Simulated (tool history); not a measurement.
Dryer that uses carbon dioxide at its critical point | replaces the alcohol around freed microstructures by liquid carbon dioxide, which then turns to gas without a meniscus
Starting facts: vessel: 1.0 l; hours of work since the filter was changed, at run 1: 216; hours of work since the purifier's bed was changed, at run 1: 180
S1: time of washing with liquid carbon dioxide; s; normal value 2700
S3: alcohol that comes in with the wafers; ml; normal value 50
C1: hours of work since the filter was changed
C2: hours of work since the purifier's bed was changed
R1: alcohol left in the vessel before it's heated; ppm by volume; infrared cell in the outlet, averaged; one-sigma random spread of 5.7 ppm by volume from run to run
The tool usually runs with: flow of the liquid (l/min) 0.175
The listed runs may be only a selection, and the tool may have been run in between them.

run 1 hour=0.0 | S1=2700 flow_of_the_liquid_(l/min)=0.175 S3=50 | C1=216 C2=180 | R1=300
run 2 hour=30.7 | S1=2700 flow_of_the_liquid_(l/min)=0.175 S3=50 | C1=235 C2=200 | R1=303
run 3 hour=67.5 | S1=2700 flow_of_the_liquid_(l/min)=0.175 S3=50 | C1=259 C2=223 | R1=324
run 4 hour=85.3 | S1=2700 flow_of_the_liquid_(l/min)=0.175 S3=50 | C1=270 C2=234 | R1=323
run 5 hour=105.6 | S1=2700 flow_of_the_liquid_(l/min)=0.160 S3=50 | C1=283 C2=247 | R1=490
run 6 hour=125.2 | S1=2700 flow_of_the_liquid_(l/min)=0.160 S3=50 | C1=296 C2=260 | R1=511
run 7 hour=159.8 | S1=2700 flow_of_the_liquid_(l/min)=0.160 S3=50 | C1=318 C2=282 | R1=516
-- hour=196.1 inlet filter changed
run 8 hour=196.1 | S1=2700 flow_of_the_liquid_(l/min)=0.160 S3=50 | C1=0 C2=305 | R1=335
run 9 hour=223.5 | S1=2700 flow_of_the_liquid_(l/min)=0.175 S3=50 | C1=18 C2=322 | R1=235
run 10 hour=252.7 | S1=2700 flow_of_the_liquid_(l/min)=0.175 S3=50 | C1=36 C2=341 | R1=229
run 11 hour=288.6 | S1=3120 flow_of_the_liquid_(l/min)=0.175 S3=50 | C1=59 C2=364 | R1=139
run 12 hour=306.1 | S1=3120 flow_of_the_liquid_(l/min)=0.175 S3=50 | C1=70 C2=375 | R1=142
run 13 hour=330.7 | S1=2940 flow_of_the_liquid_(l/min)=0.175 S3=50 | C1=86 C2=391 | R1=180
run 14 hour=356.7 | S1=2700 flow_of_the_liquid_(l/min)=0.175 S3=30 | C1=103 C2=407 | R1=189
run 15 hour=384.5 | S1=2520 flow_of_the_liquid_(l/min)=0.175 S3=43 | C1=121 C2=425 | R1=336
run 16 hour=413.2 | S1=2520 flow_of_the_liquid_(l/min)=0.175 S3=43 | C1=139 C2=444 | R1=344
run 17 hour=452.0 | S1=2520 flow_of_the_liquid_(l/min)=0.175 S3=43 | C1=164 C2=468 | R1=373
run 18 hour=476.2 | S1=2700 flow_of_the_liquid_(l/min)=0.152 S3=92 | C1=179 C2=484 | R1=1000
run 19 hour=513.8 | S1=2700 flow_of_the_liquid_(l/min)=0.219 S3=50 | C1=203 C2=508 | R1=149
run 20 hour=532.5 | S1=1980 flow_of_the_liquid_(l/min)=0.175 S3=50 | C1=215 C2=520 | R1=1150
run 21 hour=551.8 | S1=2640 flow_of_the_liquid_(l/min)=0.121 S3=97 | C1=228 C2=532 | R1=3016
run 22 hour=569.8 | S1=2640 flow_of_the_liquid_(l/min)=0.121 S3=97 | C1=239 C2=544 | R1=2921
run 23 hour=587.2 | S1=3120 flow_of_the_liquid_(l/min)=0.227 S3=106 | C1=250 C2=555 | R1=135
run 24 hour=612.6 | S1=3120 flow_of_the_liquid_(l/min)=0.227 S3=106 | C1=267 C2=571 | R1=130
run 25 hour=629.7 | S1=2220 flow_of_the_liquid_(l/min)=0.147 S3=107 | C1=278 C2=582 | R1=3271
run 26 hour=658.2 | S1=2220 flow_of_the_liquid_(l/min)=0.291 S3=26 | C1=296 C2=600 | R1=115

Each row is a separate what-if for the run after 26, all from the same tool condition, not one after another. Results?
run A hour=679.7 | S1=3180 flow_of_the_liquid_(l/min)=0.233 S3=45 | C1=310 C2=614 | R1=?
run B hour=679.7 | S1=3780 flow_of_the_liquid_(l/min)=0.221 S3=116 | C1=310 C2=614 | R1=?
run C hour=679.7 | S1=3420 flow_of_the_liquid_(l/min)=0.188 S3=22 | C1=310 C2=614 | R1=?

run=A R1=99
run=B R1=112
run=C R1=114
Stripped of hidden state, with their random variation kept, the same runs would have yielded:
run=A R1=3
run=B R1=15
run=C R1=13

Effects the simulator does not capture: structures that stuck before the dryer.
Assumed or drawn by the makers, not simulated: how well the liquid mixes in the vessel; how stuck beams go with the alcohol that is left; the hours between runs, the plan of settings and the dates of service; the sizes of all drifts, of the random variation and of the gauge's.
